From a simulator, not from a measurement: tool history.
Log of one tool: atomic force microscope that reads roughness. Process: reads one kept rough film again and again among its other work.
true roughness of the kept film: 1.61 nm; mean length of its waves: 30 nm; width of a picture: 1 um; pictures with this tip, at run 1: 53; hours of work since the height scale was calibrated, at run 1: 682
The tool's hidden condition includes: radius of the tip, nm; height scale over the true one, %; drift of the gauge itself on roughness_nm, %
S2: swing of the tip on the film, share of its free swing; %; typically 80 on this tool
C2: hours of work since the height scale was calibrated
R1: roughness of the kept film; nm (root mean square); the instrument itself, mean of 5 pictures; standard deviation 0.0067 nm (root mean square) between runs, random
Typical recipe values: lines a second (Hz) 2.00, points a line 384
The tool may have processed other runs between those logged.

run 1 day=0.000 | lines_a_second_(Hz)=2.00 S2=80 points_a_line=384 | pictures_with_this_tip=53 C2=682 | R1=1.286
run 2 day=1.888 | lines_a_second_(Hz)=2.00 S2=80 points_a_line=384 | pictures_with_this_tip=116 C2=709 | R1=1.260
run 3 day=3.042 | lines_a_second_(Hz)=2.00 S2=80 points_a_line=384 | pictures_with_this_tip=155 C2=725 | R1=1.253
run 4 day=3.962 | lines_a_second_(Hz)=2.51 S2=80 points_a_line=384 | pictures_with_this_tip=186 C2=738 | R1=1.187
run 5 day=4.846 | lines_a_second_(Hz)=2.51 S2=80 points_a_line=384 | pictures_with_this_tip=215 C2=750 | R1=1.184
run 6 day=5.929 | lines_a_second_(Hz)=1.35 S2=80 points_a_line=384 | pictures_with_this_tip=252 C2=765 | R1=1.254
-- day=6.675 new tip fitted
run 7 day=7.612 | lines_a_second_(Hz)=2.00 S2=80 points_a_line=798 | pictures_with_this_tip=31 C2=788 | R1=1.314
run 8 day=8.925 | lines_a_second_(Hz)=2.00 S2=80 points_a_line=798 | pictures_with_this_tip=76 C2=807 | R1=1.284
run 9 day=10.679 | lines_a_second_(Hz)=2.00 S2=80 points_a_line=798 | pictures_with_this_tip=134 C2=831 | R1=1.255
run 10 day=11.854 | lines_a_second_(Hz)=2.00 S2=80 points_a_line=384 | pictures_with_this_tip=174 C2=847 | R1=1.235
run 11 day=12.642 | lines_a_second_(Hz)=2.00 S2=80 points_a_line=661 | pictures_with_this_tip=200 C2=858 | R1=1.238
run 12 day=13.562 | lines_a_second_(Hz)=2.00 S2=80 points_a_line=661 | pictures_with_this_tip=231 C2=871 | R1=1.218
run 13 day=14.762 | lines_a_second_(Hz)=2.00 S2=80 points_a_line=661 | pictures_with_this_tip=271 C2=888 | R1=1.202
-- day=14.929 new tip fitted
run 14 day=16.325 | lines_a_second_(Hz)=2.00 S2=80 points_a_line=661 | pictures_with_this_tip=47 C2=909 | R1=1.315
run 15 day=17.488 | lines_a_second_(Hz)=2.00 S2=80 points_a_line=661 | pictures_with_this_tip=86 C2=926 | R1=1.279
run 16 day=19.112 | lines_a_second_(Hz)=2.00 S2=80 points_a_line=661 | pictures_with_this_tip=141 C2=948 | R1=1.259
run 17 day=20.971 | lines_a_second_(Hz)=3.81 S2=66 points_a_line=661 | pictures_with_this_tip=203 C2=974 | R1=1.253
run 18 day=22.792 | lines_a_second_(Hz)=2.66 S2=78 points_a_line=384 | pictures_with_this_tip=264 C2=1000 | R1=1.171
-- day=23.204 new tip fitted
run 19 day=23.750 | lines_a_second_(Hz)=0.53 S2=78 points_a_line=339 | pictures_with_this_tip=18 C2=1013 | R1=1.465
run 20 day=25.388 | lines_a_second_(Hz)=0.74 S2=85 points_a_line=544 | pictures_with_this_tip=73 C2=1036 | R1=1.385
run 21 day=26.250 | lines_a_second_(Hz)=2.15 S2=58 points_a_line=384 | pictures_with_this_tip=102 C2=1048 | R1=1.399
run 22 day=28.083 | lines_a_second_(Hz)=2.15 S2=58 points_a_line=384 | pictures_with_this_tip=164 C2=1073 | R1=1.361
-- day=28.217 height scale calibrated on a step standard
run 23 day=29.225 | lines_a_second_(Hz)=2.15 S2=58 points_a_line=384 | pictures_with_this_tip=201 C2=14 | R1=1.356
run 24 day=31.096 | lines_a_second_(Hz)=2.15 S2=58 points_a_line=384 | pictures_with_this_tip=263 C2=40 | R1=1.313
-- day=31.458 new tip fitted
run 25 day=32.217 | lines_a_second_(Hz)=2.15 S2=78 points_a_line=384 | pictures_with_this_tip=25 C2=55 | R1=1.322
run 26 day=33.250 | lines_a_second_(Hz)=0.57 S2=70 points_a_line=337 | pictures_with_this_tip=60 C2=70 | R1=1.459
run 27 day=34.329 | lines_a_second_(Hz)=1.01 S2=86 points_a_line=700 | pictures_with_this_tip=96 C2=85 | R1=1.326
-- day=35.117 height scale calibrated on a step standard, once more
run 28 day=35.392 | lines_a_second_(Hz)=3.19 S2=59 points_a_line=616 | pictures_with_this_tip=130 C2=4 | R1=1.359
run 29 day=37.296 | lines_a_second_(Hz)=3.21 S2=65 points_a_line=384 | pictures_with_this_tip=194 C2=30 | R1=1.274
run 30 day=38.129 | lines_a_second_(Hz)=1.14 S2=61 points_a_line=281 | pictures_with_this_tip=222 C2=42 | R1=1.356
-- day=39.742 new tip fitted
run 31 day=39.958 | lines_a_second_(Hz)=1.14 S2=61 points_a_line=281 | pictures_with_this_tip=7 C2=67 | R1=1.476
run 32 day=40.825 | lines_a_second_(Hz)=2.00 S2=56 points_a_line=384 | pictures_with_this_tip=36 C2=79 | R1=1.456

Branching from run 32: 5 alternative next runs. What would each branch give?
run A day=42.500 | lines_a_second_(Hz)=3.90 S2=55 points_a_line=536 | pictures_with_this_tip=92 C2=103 | R1=?
run B day=42.500 | lines_a_second_(Hz)=1.61 S2=74 points_a_line=293 | pictures_with_this_tip=92 C2=103 | R1=?
run C day=42.500 | lines_a_second_(Hz)=0.60 S2=80 points_a_line=822 | pictures_with_this_tip=92 C2=103 | R1=?
run D day=42.500 | lines_a_second_(Hz)=3.87 S2=58 points_a_line=273 | pictures_with_this_tip=92 C2=103 | R1=?
run E day=42.500 | lines_a_second_(Hz)=2.00 S2=67 points_a_line=304 | pictures_with_this_tip=92 C2=103 | R1=?

run=A R1=1.379
run=B R1=1.350
run=C R1=1.412
run=D R1=1.360
run=E R1=1.359
What these runs would have given with no unlogged condition in the tool:
run=A R1=1.438
run=B R1=1.407
run=C R1=1.472
run=D R1=1.418
run=E R1=1.416

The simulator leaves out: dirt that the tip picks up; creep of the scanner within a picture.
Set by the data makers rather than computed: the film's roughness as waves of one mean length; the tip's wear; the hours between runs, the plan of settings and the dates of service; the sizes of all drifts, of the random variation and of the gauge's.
